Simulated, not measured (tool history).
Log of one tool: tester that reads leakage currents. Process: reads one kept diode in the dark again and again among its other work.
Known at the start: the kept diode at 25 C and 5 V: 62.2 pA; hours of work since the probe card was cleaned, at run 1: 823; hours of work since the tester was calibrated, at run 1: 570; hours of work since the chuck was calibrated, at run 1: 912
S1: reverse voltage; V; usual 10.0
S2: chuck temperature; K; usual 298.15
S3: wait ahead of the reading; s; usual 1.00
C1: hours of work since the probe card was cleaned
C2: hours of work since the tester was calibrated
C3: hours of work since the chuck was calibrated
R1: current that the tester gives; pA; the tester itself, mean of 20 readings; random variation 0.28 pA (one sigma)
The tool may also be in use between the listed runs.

Run 1, hour 0.0: usual settings; C1 823; C2 570; C3 912. Result: R1 103.94 pA.
Run 2, hour 31.4: usual settings; C1 836; C2 582; C3 925. Result: R1 104.18 pA.
Run 3, hour 83.2: usual settings but S2 310.15 K; C1 857; C2 603; C3 946. Result: R1 267.04 pA.
Run 4, hour 124.7: usual settings but S2 310.15 K; C1 874; C2 620; C3 963. Result: R1 265.33 pA.
Run 5, hour 152.6: usual settings but S1 1.0 V; C1 885; C2 632; C3 974. Result: R1 28.32 pA.
Run 6, hour 189.9: usual settings but S2 308.15 K; C1 901; C2 647; C3 989. Result: R1 230.25 pA.
Run 7, hour 224.8: usual settings but S2 308.15 K; C1 915; C2 661; C3 1004. Result: R1 230.34 pA.
Run 8, hour 252.4: usual settings but S2 308.15 K; C1 926; C2 672; C3 1015. Result: R1 230.12 pA.
Run 9, hour 298.7: usual settings; C1 945; C2 691; C3 1034. Result: R1 105.48 pA.
Run 10, hour 351.6: usual settings but S2 305.15 K; C1 966; C2 713; C3 1055. Result: R1 182.35 pA.
Run 11, hour 380.1: usual settings but S1 1.9 V; C1 978; C2 724; C3 1067. Result: R1 40.90 pA.
Run 12, hour 406.2: usual settings but S1 1.9 V; C1 989; C2 735; C3 1078. Result: R1 41.04 pA.
Run 13, hour 430.3: usual settings but S1 1.9 V; C1 999; C2 745; C3 1087. Result: R1 41.11 pA.
Run 14, hour 457.9: usual settings but S1 1.9 V; C1 1010; C2 756; C3 1099. Result: R1 41.18 pA.
Run 15, hour 500.8: usual settings but S1 1.9 V; C1 1027; C2 774; C3 1116. Result: R1 40.92 pA.
Run 16, hour 541.5: usual settings but S3 0.50 s; C1 1044; C2 790; C3 1133. Result: R1 107.89 pA.
Run 17, hour 578.0: usual settings but S3 0.50 s; C1 1059; C2 805; C3 1147. Result: R1 107.81 pA.
Run 18, hour 615.7: usual settings but S3 0.50 s; C1 1074; C2 820; C3 1163. Result: R1 107.90 pA.
Run 19, hour 637.2: usual settings but S1 1.1 V, S2 315.15 K, S3 0.35 s; C1 1083; C2 829; C3 1172. Result: R1 115.15 pA.
Run 20, hour 666.2: usual settings but S1 1.9 V, S3 3.64 s; C1 1095; C2 841; C3 1183. Result: R1 41.36 pA.
Run 21, hour 715.4: usual settings but S1 1.9 V, S3 3.64 s; C1 1115; C2 861; C3 1203. Result: R1 41.25 pA.
Run 22, hour 738.4: usual settings but S1 1.4 V, S2 294.15 K; C1 1124; C2 870; C3 1213. Result: R1 25.06 pA.
Run 23, hour 785.0: usual settings but S1 1.4 V, S2 294.15 K; C1 1143; C2 889; C3 1232. Result: R1 25.07 pA.
Run 24, hour 819.0: usual settings but S1 12.9 V, S2 297.15 K, S3 0.58 s; C1 1157; C2 903; C3 1246. Result: R1 117.11 pA.
Run 25, hour 857.4: usual settings but S2 311.15 K, S3 0.33 s; C1 1172; C2 919; C3 1261. Result: R1 294.78 pA.
Run 26, hour 886.6: usual settings but S2 311.15 K, S3 0.33 s; C1 1184; C2 931; C3 1273. Result: R1 295.88 pA.
Run 27, hour 935.0: usual settings but S2 311.15 K, S3 0.33 s; C1 1204; C2 950; C3 1293. Result: R1 297.19 pA.
Run 28, hour 985.7: usual settings but S2 309.15 K, S3 3.25 s; C1 1225; C2 971; C3 1313. Result: R1 255.31 pA.
Run 29, hour 1015.6: usual settings but S2 309.15 K, S3 5.07 s; C1 1237; C2 983; C3 1326. Result: R1 255.96 pA.
Run 30, hour 1039.3: usual settings but S1 13.6 V, S2 314.15 K, S3 1.03 s; C1 1246; C2 993; C3 1335. Result: R1 442.36 pA.
Run 31, hour 1065.2: usual settings but S1 6.7 V, S2 305.15 K, S3 1.03 s; C1 1257; C2 1003; C3 1346. Result: R1 149.77 pA.
Run 32, hour 1088.7: usual settings but S1 14.7 V, S3 1.40 s; C1 1267; C2 1013; C3 1355. Result: R1 136.87 pA.
Run 33, hour 1114.6: usual settings but S1 10.6 V, S3 3.63 s; C1 1277; C2 1023; C3 1366. Result: R1 113.20 pA.

The same runs without the tool's hidden state, with the same run-to-run variation:
The hidden state here: stray current of the dirty probe card, pA a volt; current scale over the true one, %; true chuck temperature over the reading, C; drift of the gauge itself on leakage_pa, %.
run      R1
  1   92.14
  2   92.22
  3  243.98
  4  242.09
  5   25.68
  6  208.75
  7  208.58
  8  208.21
  9   92.18
 10  163.15
 11   36.57
 12   36.66
 13   36.68
 14   36.71
 15   36.41
 16   93.32
 17   93.11
 18   93.03
 19  105.32
 20   36.59
 21   36.41
 22   21.91
 23   21.88
 24   98.67
 25  263.32
 26  264.06
 27  264.87
 28  225.81
 29  226.16
 30  394.24
 31  131.28
 32  113.88
 33   94.98
